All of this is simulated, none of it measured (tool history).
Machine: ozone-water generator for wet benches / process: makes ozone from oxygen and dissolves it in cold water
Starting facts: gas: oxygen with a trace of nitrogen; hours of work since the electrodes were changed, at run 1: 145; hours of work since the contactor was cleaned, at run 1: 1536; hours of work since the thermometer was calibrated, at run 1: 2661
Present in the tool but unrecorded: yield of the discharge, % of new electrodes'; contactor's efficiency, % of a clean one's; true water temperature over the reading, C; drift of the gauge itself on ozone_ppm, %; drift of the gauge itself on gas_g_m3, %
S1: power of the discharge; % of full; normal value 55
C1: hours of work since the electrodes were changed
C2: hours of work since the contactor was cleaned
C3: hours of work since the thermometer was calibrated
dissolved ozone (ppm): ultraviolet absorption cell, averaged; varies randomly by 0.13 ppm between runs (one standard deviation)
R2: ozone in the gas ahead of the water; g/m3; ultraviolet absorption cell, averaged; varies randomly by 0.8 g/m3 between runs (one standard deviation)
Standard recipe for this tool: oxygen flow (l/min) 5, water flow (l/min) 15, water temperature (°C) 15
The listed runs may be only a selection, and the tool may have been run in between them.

Run 1, hour 0: usual settings; C1 145; C2 1536; C3 2661. Result: dissolved ozone (ppm) 12.4, R2 124.3 g/m3.
Run 2, hour 21.4: usual settings; C1 165; C2 1557; C3 2681. Result: dissolved ozone (ppm) 12.5, R2 124 g/m3.
Run 3, hour 44.2: usual settings; C1 187; C2 1578; C3 2703. Result: dissolved ozone (ppm) 12.4, R2 124.8 g/m3.
Run 4, hour 67.1: usual settings; C1 209; C2 1600; C3 2725. Result: dissolved ozone (ppm) 12.5, R2 124.7 g/m3.
Run 5, hour 87.2: usual settings; C1 228; C2 1620; C3 2744. Result: dissolved ozone (ppm) 12.5, R2 124 g/m3.
Run 6, hour 107.4: usual settings; C1 248; C2 1639; C3 2764. Result: dissolved ozone (ppm) 12.3, R2 124.2 g/m3.
Run 7, hour 132: usual settings; C1 271; C2 1662; C3 2787. Result: dissolved ozone (ppm) 12.5, R2 123.4 g/m3.
Run 8, hour 151.9: usual settings; C1 290; C2 1682; C3 2806. Result: dissolved ozone (ppm) 12.4, R2 122.5 g/m3.
Run 9, hour 175.3: usual settings; C1 313; C2 1704; C3 2829. Result: dissolved ozone (ppm) 12.4, R2 124.7 g/m3.
Run 10, hour 193.3: usual settings; C1 330; C2 1721; C3 2846. Result: dissolved ozone (ppm) 12.5, R2 122.8 g/m3.
Run 11, hour 223: usual settings; C1 358; C2 1750; C3 2874. Result: dissolved ozone (ppm) 12.3, R2 123.2 g/m3.
Run 12, hour 239.5: usual settings; C1 374; C2 1765; C3 2890. Result: dissolved ozone (ppm) 12.3, R2 122.8 g/m3.
Run 13, hour 268.9: usual settings; C1 402; C2 1794; C3 2918. Result: dissolved ozone (ppm) 12.4, R2 123.1 g/m3.
Run 14, hour 282.2: usual settings; C1 415; C2 1806; C3 2931. Result: dissolved ozone (ppm) 12.2, R2 122.1 g/m3.
Run 15, hour 303.5: usual settings; C1 435; C2 1827; C3 2952. Result: dissolved ozone (ppm) 12, R2 122.1 g/m3.
Run 16, hour 328.4: usual settings; C1 459; C2 1851; C3 2975. Result: dissolved ozone (ppm) 12.4, R2 123.3 g/m3.
At hour 347.4: water thermometer calibrated.
Run 17, hour 355: usual settings but S1 46 % of full, oxygen flow (l/min) 4.23; C1 484; C2 1876; C3 7. Result: dissolved ozone (ppm) 11.3, R2 121.6 g/m3.
Run 18, hour 385.5: usual settings but oxygen flow (l/min) 5.15, water temperature (°C) 10; C1 514; C2 1905; C3 36. Result: dissolved ozone (ppm) 13.2, R2 119.3 g/m3.
Run 19, hour 411.1: usual settings but water flow (l/min) 14; C1 538; C2 1929; C3 61. Result: dissolved ozone (ppm) 13.1, R2 123.1 g/m3.
Run 20, hour 435.9: usual settings but S1 67 % of full, water flow (l/min) 14, water temperature (°C) 10; C1 562; C2 1953; C3 85. Result: dissolved ozone (ppm) 16, R2 139.3 g/m3.
Run 21, hour 449.9: usual settings but S1 67 % of full, water flow (l/min) 14, water temperature (°C) 10; C1 575; C2 1967; C3 98. Result: dissolved ozone (ppm) 16.1, R2 138.1 g/m3.
Run 22, hour 464.8: usual settings but S1 67 % of full, water flow (l/min) 21, water temperature (°C) 10; C1 590; C2 1981; C3 112. Result: dissolved ozone (ppm) 10.8, R2 138.6 g/m3.
Run 23, hour 479: usual settings but S1 45 % of full, water flow (l/min) 10; C1 603; C2 1994; C3 126. Result: dissolved ozone (ppm) 15, R2 106.8 g/m3.
Run 24, hour 495.1: usual settings but S1 70 % of full, oxygen flow (l/min) 8.3, water flow (l/min) 10, water temperature (°C) 8; C1 619; C2 2010; C3 141. Result: dissolved ozone (ppm) 20, R2 102.6 g/m3.
Run 25, hour 507.9: usual settings but S1 70 % of full, oxygen flow (l/min) 8.3, water flow (l/min) 13, water temperature (°C) 18; C1 631; C2 2022; C3 154. Result: dissolved ozone (ppm) 13.7, R2 103.8 g/m3.
Run 26, hour 536.8: usual settings but S1 52 % of full, oxygen flow (l/min) 4.03, water flow (l/min) 10, water temperature (°C) 18; C1 658; C2 2050; C3 181. Result: dissolved ozone (ppm) 16.5, R2 134.6 g/m3.
Run 27, hour 559.3: usual settings but S1 52 % of full, oxygen flow (l/min) 8.55, water flow (l/min) 10, water temperature (°C) 18; C1 680; C2 2071; C3 203. Result: dissolved ozone (ppm) 13.1, R2 83.1 g/m3.
Run 28, hour 585.7: usual settings but S1 43 % of full, oxygen flow (l/min) 3.14, water flow (l/min) 10, water temperature (°C) 18; C1 705; C2 2097; C3 228. Result: dissolved ozone (ppm) 15.1, R2 140.4 g/m3.
Run 29, hour 601.5: usual settings but oxygen flow (l/min) 4.44, water temperature (°C) 13; C1 720; C2 2112; C3 243. Result: dissolved ozone (ppm) 12.9, R2 132 g/m3.
Run 30, hour 624.9: usual settings but oxygen flow (l/min) 4.44, water temperature (°C) 13; C1 743; C2 2134; C3 266. Result: dissolved ozone (ppm) 12.8, R2 131.3 g/m3.
Run 31, hour 642.1: usual settings but S1 57 % of full, oxygen flow (l/min) 8.02, water flow (l/min) 12; C1 759; C2 2151; C3 282. Result: dissolved ozone (ppm) 13.3, R2 92.3 g/m3.
Run 32, hour 673.5: usual settings but S1 57 % of full, oxygen flow (l/min) 8.02, water flow (l/min) 20; C1 789; C2 2181; C3 312. Result: dissolved ozone (ppm) 9.1, R2 90.7 g/m3.

Run by run, hidden condition taken away, random variation retained:
run  dissolved ozone (ppm)     R2
  1                     13  125.4
  2                   13.1  125.2
  3                   12.9  126.1
  4                   13.1  126.1
  5                   13.1  125.5
  6                   12.8  125.7
  7                   13.1    125
  8                     13  124.2
  9                     13  126.5
 10                   13.2  124.6
 11                   12.9  125.2
 12                   12.9  124.9
 13                   13.1  125.3
 14                   12.9  124.3
 15                   12.7  124.4
 16                   13.1  125.7
 17                   11.8  123.7
 18                   13.9  121.9
 19                   13.7  125.9
 20                   16.9  143.1
 21                     17  141.9
 22                   11.4  142.6
 23                   15.7    109
 24                   21.1  105.7
 25                   14.6    107
 26                   17.4  138.1
 27                   13.8   85.3
 28                   15.8  143.6
 29                   13.7  135.8
 30                   13.6  135.2
 31                   14.1   95.1
 32                    9.7   93.7
